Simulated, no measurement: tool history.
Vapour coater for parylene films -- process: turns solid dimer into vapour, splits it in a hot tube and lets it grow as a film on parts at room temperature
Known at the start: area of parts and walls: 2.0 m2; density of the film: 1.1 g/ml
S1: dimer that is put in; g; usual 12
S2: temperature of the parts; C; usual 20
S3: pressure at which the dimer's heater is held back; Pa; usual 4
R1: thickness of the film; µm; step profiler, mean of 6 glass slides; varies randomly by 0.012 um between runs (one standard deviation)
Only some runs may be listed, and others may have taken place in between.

{"run": 1, "hour": 0.0, "S1": 12, "S2": 20, "S3": 4, "R1": 3.45}
{"run": 2, "hour": 30.0, "S1": 12, "S2": 20, "S3": 4, "R1": 3.46}
{"run": 3, "hour": 54.6, "S1": 14, "S2": 20, "S3": 4, "R1": 4}
{"run": 4, "hour": 72.1, "S1": 12, "S2": 20, "S3": 4, "R1": 3.48}
{"run": 5, "hour": 101.3, "S1": 12, "S2": 20, "S3": 4, "R1": 3.48}
{"run": 6, "hour": 124.3, "S1": 12, "S2": 20, "S3": 4, "R1": 3.45}
{"run": 7, "hour": 155.8, "S1": 12, "S2": 20, "S3": 4, "R1": 3.46}
{"run": 8, "hour": 191.3, "S1": 12, "S2": 20, "S3": 4, "R1": 3.45}
{"run": 9, "hour": 214.7, "S1": 12, "S2": 18, "S3": 4, "R1": 3.6}
{"run": 10, "hour": 232.1, "S1": 12, "S2": 18, "S3": 4, "R1": 3.59}
{"run": 11, "hour": 257.9, "S1": 12, "S2": 20, "S3": 4, "R1": 3.47}
{"run": 12, "hour": 292.4, "S1": 12, "S2": 20, "S3": 4, "R1": 3.46}
{"run": 13, "hour": 310.7, "S1": 12, "S2": 20, "S3": 4, "R1": 3.44}
{"run": 14, "hour": 345.6, "S1": 12, "S2": 20, "S3": 9.81, "R1": 2.77}
{"run": 15, "hour": 383.9, "S1": 12, "S2": 20, "S3": 9.81, "R1": 2.78}
{"run": 16, "hour": 411.8, "S1": 12, "S2": 20, "S3": 4, "R1": 3.47}
{"run": 17, "hour": 446.4, "S1": 12, "S2": 20, "S3": 4, "R1": 3.47}
{"run": 18, "hour": 465.9, "S1": 12, "S2": 20, "S3": 4, "R1": 3.46}
{"run": 19, "hour": 490.9, "S1": 12, "S2": 20, "S3": 4, "R1": 3.46}
{"run": 20, "hour": 511.5, "S1": 12, "S2": 20, "S3": 4, "R1": 3.46}
{"run": 21, "hour": 541.2, "S1": 12, "S2": 20, "S3": 4, "R1": 3.46}
{"run": 22, "hour": 566.5, "S1": 12, "S2": 20, "S3": 8.89, "R1": 2.86}
{"run": 23, "hour": 582.9, "S1": 20, "S2": 20, "S3": 3.89, "R1": 5.83}
{"run": 24, "hour": 611.0, "S1": 20, "S2": 20, "S3": 3.89, "R1": 5.79}
{"run": 25, "hour": 637.5, "S1": 6, "S2": 24, "S3": 11.22, "R1": 1.26}
{"run": 26, "hour": 653.1, "S1": 10, "S2": 24, "S3": 2.6, "R1": 2.93}
{"run": 27, "hour": 675.4, "S1": 9, "S2": 20, "S3": 6.59, "R1": 2.31}
{"run": 28, "hour": 696.1, "S1": 6, "S2": 13, "S3": 3.9, "R1": 2}
{"run": 29, "hour": 723.4, "S1": 8, "S2": 29, "S3": 4.97, "R1": 1.82}
{"run": 30, "hour": 752.6, "S1": 10, "S2": 14, "S3": 11.03, "R1": 2.56}
{"run": 31, "hour": 768.9, "S1": 10, "S2": 14, "S3": 11.03, "R1": 2.56}
{"run": 32, "hour": 797.5, "S1": 12, "S2": 29, "S3": 6.95, "R1": 2.5}
{"run": 33, "hour": 825.6, "S1": 12, "S2": 29, "S3": 6.95, "R1": 2.52}
{"run": 34, "hour": 853.8, "S1": 7, "S2": 14, "S3": 7.49, "R1": 1.96}
{"run": 35, "hour": 881.8, "S1": 14, "S2": 18, "S3": 2.64, "R1": 4.64}
{"run": 36, "hour": 913.9, "S1": 9, "S2": 18, "S3": 2.01, "R1": 3.21}
{"run": 37, "hour": 928.5, "S1": 9, "S2": 18, "S3": 2.01, "R1": 3.22}
{"run": 38, "hour": 950.5, "S1": 10, "S2": 12, "S3": 2.97, "R1": 3.68}
{"run": 39, "hour": 972.9, "S1": 10, "S2": 12, "S3": 2.97, "R1": 3.65}
{"run": 40, "hour": 1005.3, "S1": 12, "S2": 21, "S3": 4, "R1": 3.38}

Missing from the log above: 1 entry noted between runs. For each, name the pair of listed runs it sits between and say how the tool's hidden condition differs from the listed run just before to the listed run just after:
In the gap between runs 14 and 15: trap's valve overhauled (hour 375.5)
  vapour lost through the trap's worn valve, %: 0.2 -> 0
